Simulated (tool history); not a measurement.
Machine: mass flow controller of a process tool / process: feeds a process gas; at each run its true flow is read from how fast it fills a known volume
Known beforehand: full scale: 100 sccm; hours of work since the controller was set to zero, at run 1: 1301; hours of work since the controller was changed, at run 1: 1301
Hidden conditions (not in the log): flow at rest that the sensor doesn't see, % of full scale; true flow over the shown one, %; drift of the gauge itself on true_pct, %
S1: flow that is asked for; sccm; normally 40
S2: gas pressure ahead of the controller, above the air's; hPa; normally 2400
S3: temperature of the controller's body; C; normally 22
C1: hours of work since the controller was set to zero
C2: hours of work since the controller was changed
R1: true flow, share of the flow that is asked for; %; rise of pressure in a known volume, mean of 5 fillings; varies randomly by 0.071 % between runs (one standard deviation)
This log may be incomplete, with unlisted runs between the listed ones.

{"run": 1, "day": 0.0, "S1": 40, "S2": 2400, "S3": 22, "C1": 1301, "C2": 1301, "R1": 99.99}
{"run": 2, "day": 2.142, "S1": 40, "S2": 2400, "S3": 22, "C1": 1323, "C2": 1323, "R1": 100.12}
{"run": 3, "day": 4.288, "S1": 40, "S2": 1720, "S3": 22, "C1": 1346, "C2": 1346, "R1": 99.95}
{"run": 4, "day": 7.45, "S1": 40, "S2": 1720, "S3": 22, "C1": 1379, "C2": 1379, "R1": 99.87}
{"run": 5, "day": 9.075, "S1": 40, "S2": 1720, "S3": 22, "C1": 1396, "C2": 1396, "R1": 99.76}
{"run": 6, "day": 12.242, "S1": 40, "S2": 2400, "S3": 22, "C1": 1430, "C2": 1430, "R1": 100.23}
{"run": 7, "day": 14.738, "S1": 40, "S2": 1990, "S3": 22, "C1": 1456, "C2": 1456, "R1": 99.93}
{"run": 8, "day": 18.517, "S1": 40, "S2": 1990, "S3": 22, "C1": 1496, "C2": 1496, "R1": 100.12}
{"run": 9, "day": 20.988, "S1": 40, "S2": 1990, "S3": 22, "C1": 1522, "C2": 1522, "R1": 100.16}
{"run": 10, "day": 22.858, "S1": 40, "S2": 2400, "S3": 22, "C1": 1542, "C2": 1542, "R1": 100.38}
{"run": 11, "day": 26.271, "S1": 40, "S2": 2400, "S3": 22, "C1": 1578, "C2": 1578, "R1": 100.36}
{"run": 12, "day": 29.538, "S1": 40, "S2": 2400, "S3": 22, "C1": 1612, "C2": 1612, "R1": 100.35}
{"run": 13, "day": 32.333, "S1": 65, "S2": 2400, "S3": 22, "C1": 1642, "C2": 1642, "R1": 100.57}
{"run": 14, "day": 35.196, "S1": 65, "S2": 2400, "S3": 22, "C1": 1672, "C2": 1672, "R1": 100.62}
{"run": 15, "day": 38.925, "S1": 65, "S2": 2400, "S3": 22, "C1": 1712, "C2": 1712, "R1": 100.6}
{"run": 16, "day": 41.296, "S1": 40, "S2": 2400, "S3": 22, "C1": 1737, "C2": 1737, "R1": 100.59}
{"run": 17, "day": 44.133, "S1": 40, "S2": 2400, "S3": 22, "C1": 1766, "C2": 1766, "R1": 100.75}
{"run": 18, "day": 46.746, "S1": 40, "S2": 2400, "S3": 22, "C1": 1794, "C2": 1794, "R1": 100.59}
{"run": 19, "day": 50.688, "S1": 40, "S2": 2400, "S3": 22, "C1": 1836, "C2": 1836, "R1": 100.6}
{"run": 20, "day": 53.183, "S1": 40, "S2": 2400, "S3": 22, "C1": 1862, "C2": 1862, "R1": 100.69}
{"run": 21, "day": 56.942, "S1": 40, "S2": 1820, "S3": 22, "C1": 1902, "C2": 1902, "R1": 100.34}
{"run": 22, "day": 59.971, "S1": 40, "S2": 2200, "S3": 22, "C1": 1934, "C2": 1934, "R1": 100.5}
{"run": 23, "day": 62.9, "S1": 40, "S2": 2200, "S3": 22, "C1": 1965, "C2": 1965, "R1": 100.7}
{"run": 24, "day": 66.283, "S1": 40, "S2": 2200, "S3": 22, "C1": 2000, "C2": 2000, "R1": 100.82}
{"run": 25, "day": 69.871, "S1": 54, "S2": 2200, "S3": 22, "C1": 2038, "C2": 2038, "R1": 100.81}
{"run": 26, "day": 71.571, "S1": 28, "S2": 1940, "S3": 28, "C1": 2056, "C2": 2056, "R1": 100.12}
{"run": 27, "day": 73.833, "S1": 13, "S2": 2430, "S3": 28, "C1": 2080, "C2": 2080, "R1": 100.49}
{"run": 28, "day": 76.292, "S1": 57, "S2": 1510, "S3": 22, "C1": 2106, "C2": 2106, "R1": 100.65}
{"run": 29, "day": 78.079, "S1": 33, "S2": 1910, "S3": 25, "C1": 2125, "C2": 2125, "R1": 100.57}
{"run": 30, "day": 81.175, "S1": 40, "S2": 1780, "S3": 21, "C1": 2158, "C2": 2158, "R1": 100.77}
{"run": 31, "day": 83.854, "S1": 40, "S2": 1780, "S3": 21, "C1": 2186, "C2": 2186, "R1": 100.69}
{"day": 84.146, "done": "gauge calibrated"}
{"run": 32, "day": 86.621, "S1": 40, "S2": 1780, "S3": 21, "C1": 2215, "C2": 2215, "R1": 99.9}
{"run": 33, "day": 90.562, "S1": 40, "S2": 1780, "S3": 21, "C1": 2257, "C2": 2257, "R1": 99.96}
{"run": 34, "day": 94.283, "S1": 69, "S2": 1980, "S3": 23, "C1": 2296, "C2": 2296, "R1": 100.04}
{"run": 35, "day": 95.929, "S1": 69, "S2": 1980, "S3": 23, "C1": 2313, "C2": 2313, "R1": 100.07}
{"run": 36, "day": 99.792, "S1": 69, "S2": 1980, "S3": 23, "C1": 2354, "C2": 2354, "R1": 100.24}
{"run": 37, "day": 101.442, "S1": 12, "S2": 1830, "S3": 23, "C1": 2372, "C2": 2372, "R1": 99.76}
{"run": 38, "day": 103.675, "S1": 91, "S2": 2400, "S3": 22, "C1": 2395, "C2": 2395, "R1": 100.41}
{"run": 39, "day": 105.45, "S1": 91, "S2": 2400, "S3": 22, "C1": 2414, "C2": 2414, "R1": 100.54}
{"run": 40, "day": 109.133, "S1": 91, "S2": 2400, "S3": 22, "C1": 2453, "C2": 2453, "R1": 100.59}
{"run": 41, "day": 110.946, "S1": 91, "S2": 2400, "S3": 22, "C1": 2472, "C2": 2472, "R1": 100.46}
{"run": 42, "day": 114.208, "S1": 91, "S2": 2400, "S3": 22, "C1": 2506, "C2": 2506, "R1": 100.63}
{"run": 43, "day": 117.408, "S1": 16, "S2": 2200, "S3": 24, "C1": 2540, "C2": 2540, "R1": 100.15}
{"run": 44, "day": 119.688, "S1": 69, "S2": 2220, "S3": 31, "C1": 2564, "C2": 2564, "R1": 100.14}
{"day": 121.5, "done": "gauge calibrated"}
{"run": 45, "day": 123.204, "S1": 18, "S2": 2400, "S3": 22, "C1": 2601, "C2": 2601, "R1": 99.9}
{"run": 46, "day": 125.104, "S1": 35, "S2": 1870, "S3": 20, "C1": 2621, "C2": 2621, "R1": 99.93}
{"run": 47, "day": 127.879, "S1": 66, "S2": 2400, "S3": 24, "C1": 2651, "C2": 2651, "R1": 100.09}
{"run": 48, "day": 129.688, "S1": 66, "S2": 2400, "S3": 24, "C1": 2670, "C2": 2670, "R1": 100.16}

Pick out some run-to-run changes in R1. Of each, how much would a tool without hidden state show as well, from the settings, what came in and chance, and how much is left for the hidden state and any gauge scatter not in both results compared?
Run 18 -> 19: nothing adjusted, nothing logged. R1 +0.01 %: hidden state +0.05, all else -0.04.
Run 25 -> 26: S1 54 -> 28, S2 2200 -> 1940, S3 22 -> 28. R1 -0.69 %: hidden state +0.02, all else -0.71.
Run 31 -> 32: gauge calibrated. R1 -0.79 %: hidden state -0.91, all else +0.12.
Run 37 -> 38: S1 12 -> 91, S2 1830 -> 2400, S3 23 -> 22. R1 +0.65 %: hidden state +0.01, all else +0.64.
Run 44 -> 45: S1 69 -> 18, S2 2220 -> 2400, S3 31 -> 22, gauge calibrated. R1 -0.24 %: hidden state -0.36, all else +0.12.
